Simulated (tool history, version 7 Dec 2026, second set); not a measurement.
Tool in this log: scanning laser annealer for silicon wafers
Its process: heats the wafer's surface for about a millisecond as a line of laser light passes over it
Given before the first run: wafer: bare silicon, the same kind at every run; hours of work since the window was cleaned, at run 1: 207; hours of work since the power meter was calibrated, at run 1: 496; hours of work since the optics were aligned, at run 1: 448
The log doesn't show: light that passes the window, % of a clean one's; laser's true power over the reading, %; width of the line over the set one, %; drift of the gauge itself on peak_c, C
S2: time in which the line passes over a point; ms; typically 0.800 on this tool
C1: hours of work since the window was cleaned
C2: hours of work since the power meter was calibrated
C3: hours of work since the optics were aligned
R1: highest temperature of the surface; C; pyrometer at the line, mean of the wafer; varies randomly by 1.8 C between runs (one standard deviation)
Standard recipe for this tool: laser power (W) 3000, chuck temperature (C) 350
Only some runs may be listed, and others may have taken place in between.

Run 1, day 0.000: usual settings; C1 207; C2 496; C3 448. Result: R1 1061 C.
Run 2, day 0.808: usual settings; C1 222; C2 510; C3 462. Result: R1 1057 C.
Run 3, day 2.121: usual settings; C1 244; C2 533; C3 485. Result: R1 1054 C.
Run 4, day 3.433: usual settings; C1 267; C2 556; C3 508. Result: R1 1057 C.
Run 5, day 4.750: usual settings; C1 290; C2 579; C3 531. Result: R1 1055 C.
Run 6, day 6.267: usual settings; C1 317; C2 605; C3 557. Result: R1 1053 C.
Run 7, day 6.950: usual settings; C1 329; C2 617; C3 569. Result: R1 1047 C.
Run 8, day 8.004: usual settings but laser power (W) 3276, chuck temperature (C) 337; C1 347; C2 635; C3 588. Result: R1 1101 C.
Run 9, day 9.025: usual settings but laser power (W) 3266, S2 0.806 ms, chuck temperature (C) 387; C1 365; C2 653; C3 605. Result: R1 1153 C.
Run 10, day 10.488: usual settings but laser power (W) 3266, S2 0.806 ms, chuck temperature (C) 387; C1 390; C2 678; C3 631. Result: R1 1153 C.
Run 11, day 11.508: usual settings but laser power (W) 2795, S2 0.786 ms; C1 408; C2 696; C3 649. Result: R1 995 C.

Predict each of these 5 candidate next runs independently; none follows another, all start after run 11:
Run A, day 12.729: usual settings but laser power (W) 3275, S2 0.786 ms, chuck temperature (C) 336; C1 429; C2 717; C3 670. Result: R1 ?.
Run B, day 12.729: usual settings but laser power (W) 2850, S2 0.786 ms, chuck temperature (C) 341; C1 429; C2 717; C3 670. Result: R1 ?.
Run C, day 12.729: usual settings but laser power (W) 2772; C1 429; C2 717; C3 670. Result: R1 ?.
Run D, day 12.729: usual settings but laser power (W) 3287, chuck temperature (C) 351; C1 429; C2 717; C3 670. Result: R1 ?.
Run E, day 12.729: usual settings but laser power (W) 2795, S2 0.786 ms, chuck temperature (C) 323; C1 429; C2 717; C3 670. Result: R1 ?.

run    R1
  A  1089
  B   995
  C   991
  D  1116
  E   965
The same runs, with their run-to-run variation unchanged, on a tool lacking any hidden condition would have given:
run    R1
  A  1120
  B  1021
  C  1017
  D  1148
  E   991
